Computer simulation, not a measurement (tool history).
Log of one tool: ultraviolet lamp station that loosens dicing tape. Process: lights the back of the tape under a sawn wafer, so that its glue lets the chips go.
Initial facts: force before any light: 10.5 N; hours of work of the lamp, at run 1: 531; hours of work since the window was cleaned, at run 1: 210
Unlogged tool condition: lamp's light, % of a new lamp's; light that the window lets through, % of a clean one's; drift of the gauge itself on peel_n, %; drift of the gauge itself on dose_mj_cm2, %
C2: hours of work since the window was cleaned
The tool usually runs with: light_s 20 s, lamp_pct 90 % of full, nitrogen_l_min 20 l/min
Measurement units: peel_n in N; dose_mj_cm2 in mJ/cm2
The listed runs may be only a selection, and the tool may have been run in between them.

{"run": 1, "hour": 0.0, "light_s": 20, "lamp_pct": 90, "nitrogen_l_min": 20, "hours of work of the lamp": 531, "C2": 210, "peel_n": 0.605, "dose_mj_cm2": 519}
{"run": 2, "hour": 34.8, "light_s": 20, "lamp_pct": 90, "nitrogen_l_min": 20, "hours of work of the lamp": 550, "C2": 228, "peel_n": 0.58, "dose_mj_cm2": 519}
{"run": 3, "hour": 58.9, "light_s": 20, "lamp_pct": 90, "nitrogen_l_min": 20, "hours of work of the lamp": 563, "C2": 241, "peel_n": 0.579, "dose_mj_cm2": 516}
{"run": 4, "hour": 106.8, "light_s": 20, "lamp_pct": 90, "nitrogen_l_min": 20, "hours of work of the lamp": 588, "C2": 266, "peel_n": 0.594, "dose_mj_cm2": 519}
{"run": 5, "hour": 142.4, "light_s": 20, "lamp_pct": 90, "nitrogen_l_min": 20, "hours of work of the lamp": 607, "C2": 285, "peel_n": 0.596, "dose_mj_cm2": 515}
{"run": 6, "hour": 173.7, "light_s": 20, "lamp_pct": 90, "nitrogen_l_min": 20, "hours of work of the lamp": 624, "C2": 302, "peel_n": 0.574, "dose_mj_cm2": 513}
{"run": 7, "hour": 208.2, "light_s": 20, "lamp_pct": 90, "nitrogen_l_min": 20, "hours of work of the lamp": 642, "C2": 320, "peel_n": 0.572, "dose_mj_cm2": 514}
{"run": 8, "hour": 247.6, "light_s": 20, "lamp_pct": 90, "nitrogen_l_min": 20, "hours of work of the lamp": 663, "C2": 341, "peel_n": 0.576, "dose_mj_cm2": 517}
{"run": 9, "hour": 273.5, "light_s": 37, "lamp_pct": 90, "nitrogen_l_min": 20, "hours of work of the lamp": 677, "C2": 355, "peel_n": 0.158, "dose_mj_cm2": 965}
{"run": 10, "hour": 322.7, "light_s": 20, "lamp_pct": 79, "nitrogen_l_min": 20, "hours of work of the lamp": 703, "C2": 381, "peel_n": 0.828, "dose_mj_cm2": 451}
{"hour": 337.4, "done": "window cleaned of glue's vapour"}
{"run": 11, "hour": 352.1, "light_s": 20, "lamp_pct": 79, "nitrogen_l_min": 20, "hours of work of the lamp": 718, "C2": 8, "peel_n": 0.791, "dose_mj_cm2": 455}
{"run": 12, "hour": 395.6, "light_s": 20, "lamp_pct": 79, "nitrogen_l_min": 20, "hours of work of the lamp": 742, "C2": 31, "peel_n": 0.794, "dose_mj_cm2": 454}
{"run": 13, "hour": 445.4, "light_s": 20, "lamp_pct": 79, "nitrogen_l_min": 20, "hours of work of the lamp": 768, "C2": 57, "peel_n": 0.8, "dose_mj_cm2": 451}
{"run": 14, "hour": 469.7, "light_s": 30, "lamp_pct": 79, "nitrogen_l_min": 24, "hours of work of the lamp": 781, "C2": 70, "peel_n": 0.281, "dose_mj_cm2": 680}
{"run": 15, "hour": 501.0, "light_s": 10, "lamp_pct": 90, "nitrogen_l_min": 19, "hours of work of the lamp": 798, "C2": 87, "peel_n": 2.345, "dose_mj_cm2": 262}
{"run": 16, "hour": 542.4, "light_s": 18, "lamp_pct": 75, "nitrogen_l_min": 20, "hours of work of the lamp": 820, "C2": 109, "peel_n": 1.119, "dose_mj_cm2": 390}
{"run": 17, "hour": 594.7, "light_s": 18, "lamp_pct": 75, "nitrogen_l_min": 20, "hours of work of the lamp": 848, "C2": 137, "peel_n": 1.16, "dose_mj_cm2": 385}
{"hour": 600.4, "done": "lamp changed"}
{"run": 18, "hour": 634.3, "light_s": 13, "lamp_pct": 99, "nitrogen_l_min": 6, "hours of work of the lamp": 18, "C2": 158, "peel_n": 2.367, "dose_mj_cm2": 374}
{"run": 19, "hour": 674.4, "light_s": 13, "lamp_pct": 99, "nitrogen_l_min": 6, "hours of work of the lamp": 39, "C2": 179, "peel_n": 2.434, "dose_mj_cm2": 368}
{"run": 20, "hour": 714.5, "light_s": 30, "lamp_pct": 99, "nitrogen_l_min": 6, "hours of work of the lamp": 61, "C2": 200, "peel_n": 0.413, "dose_mj_cm2": 844}
{"run": 21, "hour": 749.9, "light_s": 30, "lamp_pct": 99, "nitrogen_l_min": 6, "hours of work of the lamp": 80, "C2": 219, "peel_n": 0.424, "dose_mj_cm2": 853}
{"run": 22, "hour": 784.9, "light_s": 30, "lamp_pct": 99, "nitrogen_l_min": 6, "hours of work of the lamp": 98, "C2": 238, "peel_n": 0.407, "dose_mj_cm2": 855}
{"run": 23, "hour": 823.8, "light_s": 21, "lamp_pct": 65, "nitrogen_l_min": 37, "hours of work of the lamp": 119, "C2": 259, "peel_n": 0.812, "dose_mj_cm2": 394}

Below are 5 alternative next runs, each starting from the tool's condition after run 23. Predict each:
{"run": "A", "hour": 877.2, "light_s": 20, "lamp_pct": 90, "nitrogen_l_min": 32, "hours of work of the lamp": 147, "C2": 287, "peel_n": "?", "dose_mj_cm2": "?"}
{"run": "B", "hour": 877.2, "light_s": 31, "lamp_pct": 90, "nitrogen_l_min": 20, "hours of work of the lamp": 147, "C2": 287, "peel_n": "?", "dose_mj_cm2": "?"}
{"run": "C", "hour": 877.2, "light_s": 16, "lamp_pct": 90, "nitrogen_l_min": 20, "hours of work of the lamp": 147, "C2": 287, "peel_n": "?", "dose_mj_cm2": "?"}
{"run": "D", "hour": 877.2, "light_s": 11, "lamp_pct": 89, "nitrogen_l_min": 34, "hours of work of the lamp": 147, "C2": 287, "peel_n": "?", "dose_mj_cm2": "?"}
{"run": "E", "hour": 877.2, "light_s": 20, "lamp_pct": 90, "nitrogen_l_min": 31, "hours of work of the lamp": 147, "C2": 287, "peel_n": "?", "dose_mj_cm2": "?"}

run=A peel_n=0.436 dose_mj_cm2=524
run=B peel_n=0.209 dose_mj_cm2=800
run=C peel_n=0.97 dose_mj_cm2=415
run=D peel_n=1.665 dose_mj_cm2=281
run=E peel_n=0.45 dose_mj_cm2=516
With no hidden state in the tool, these same runs would have given:
run=A peel_n=0.435 dose_mj_cm2=524
run=B peel_n=0.208 dose_mj_cm2=801
run=C peel_n=0.968 dose_mj_cm2=415
run=D peel_n=1.662 dose_mj_cm2=281
run=E peel_n=0.449 dose_mj_cm2=517

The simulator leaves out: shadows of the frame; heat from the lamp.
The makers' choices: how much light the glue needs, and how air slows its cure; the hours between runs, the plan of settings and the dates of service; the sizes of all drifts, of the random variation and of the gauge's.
